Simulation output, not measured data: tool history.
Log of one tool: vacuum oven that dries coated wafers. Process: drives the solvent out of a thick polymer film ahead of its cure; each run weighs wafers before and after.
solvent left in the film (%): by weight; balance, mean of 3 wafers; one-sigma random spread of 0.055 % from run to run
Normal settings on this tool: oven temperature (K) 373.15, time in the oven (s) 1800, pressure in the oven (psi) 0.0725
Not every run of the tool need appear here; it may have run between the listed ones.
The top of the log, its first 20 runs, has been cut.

run	day	oven temperature (K)	time in the oven (s)	pressure in the oven (psi)	solvent left in the film (%)
21	62.158	365.15	1800	0.0725	5.45
# day 64.688: oven's thermocouples calibrated, once more
22	64.9	365.15	1800	0.0725	5.01
23	68.625	373.15	1800	0.0725	2.49
24	71.271	373.15	1800	0.0725	2.35
25	73.529	385.15	1500	0.038	0.56
26	78.321	385.15	1500	0.038	0.59
27	80.562	367.15	1500	0.1199	5.43
28	84.133	365.15	960	0.2271	8.98
29	86.567	384.15	1500	0.1088	1.18

The next listed run, before its measurement:
30	88.683	365.15	1020	0.0725	?

solvent left in the film (%): 7.81
If the tool had no hidden condition, the same run with the same run-to-run variation would have returned solvent left in the film (%) 7.6.
